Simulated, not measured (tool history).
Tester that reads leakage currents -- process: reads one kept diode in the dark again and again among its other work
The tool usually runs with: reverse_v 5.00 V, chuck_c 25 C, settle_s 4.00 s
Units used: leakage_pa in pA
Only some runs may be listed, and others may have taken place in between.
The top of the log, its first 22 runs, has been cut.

{"run": 23, "day": 37.658, "reverse_v": 2.04, "chuck_c": 59, "settle_s": 1.06, "leakage_pa": 951.09}
{"run": 24, "day": 38.996, "reverse_v": 2.04, "chuck_c": 59, "settle_s": 1.06, "leakage_pa": 954.1}
{"run": 25, "day": 40.271, "reverse_v": 2.04, "chuck_c": 59, "settle_s": 1.06, "leakage_pa": 948.23}
{"run": 26, "day": 42.004, "reverse_v": 5.0, "chuck_c": 26, "settle_s": 3.63, "leakage_pa": 160.36}
{"run": 27, "day": 44.233, "reverse_v": 1.12, "chuck_c": 36, "settle_s": 3.65, "leakage_pa": 153.16}
{"run": 28, "day": 45.562, "reverse_v": 14.38, "chuck_c": 27, "settle_s": 1.87, "leakage_pa": 303.98}
{"run": 29, "day": 47.096, "reverse_v": 14.38, "chuck_c": 27, "settle_s": 1.87, "leakage_pa": 305.43}
{"run": 30, "day": 48.092, "reverse_v": 14.38, "chuck_c": 28, "settle_s": 3.08, "leakage_pa": 327.52}
{"run": 31, "day": 50.108, "reverse_v": 1.22, "chuck_c": 32, "settle_s": 4.0, "leakage_pa": 122.09}
{"run": 32, "day": 51.479, "reverse_v": 1.22, "chuck_c": 32, "settle_s": 4.0, "leakage_pa": 121.98}
{"run": 33, "day": 52.658, "reverse_v": 4.66, "chuck_c": 56, "settle_s": 4.0, "leakage_pa": 1224.23}
{"run": 34, "day": 53.692, "reverse_v": 8.66, "chuck_c": 22, "settle_s": 2.6, "leakage_pa": 161.76}
{"run": 35, "day": 56.104, "reverse_v": 8.66, "chuck_c": 22, "settle_s": 2.6, "leakage_pa": 163.38}
{"run": 36, "day": 57.446, "reverse_v": 1.05, "chuck_c": 30, "settle_s": 2.79, "leakage_pa": 99.39}

Here are 4 independent what-if runs from the current tool condition. What would each one return?
{"run": "A", "day": 58.571, "reverse_v": 5.0, "chuck_c": 28, "settle_s": 7.16, "leakage_pa": "?"}
{"run": "B", "day": 58.571, "reverse_v": 1.96, "chuck_c": 25, "settle_s": 1.07, "leakage_pa": "?"}
{"run": "C", "day": 58.571, "reverse_v": 2.25, "chuck_c": 53, "settle_s": 1.49, "leakage_pa": "?"}
{"run": "D", "day": 58.571, "reverse_v": 3.18, "chuck_c": 30, "settle_s": 1.31, "leakage_pa": "?"}

run=A leakage_pa=191.63
run=B leakage_pa=94.92
run=C leakage_pa=707.64
run=D leakage_pa=176.22
Without the tool's unlogged condition, the same runs would have read:
run=A leakage_pa=171.95
run=B leakage_pa=85.19
run=C leakage_pa=650.72
run=D leakage_pa=158.88
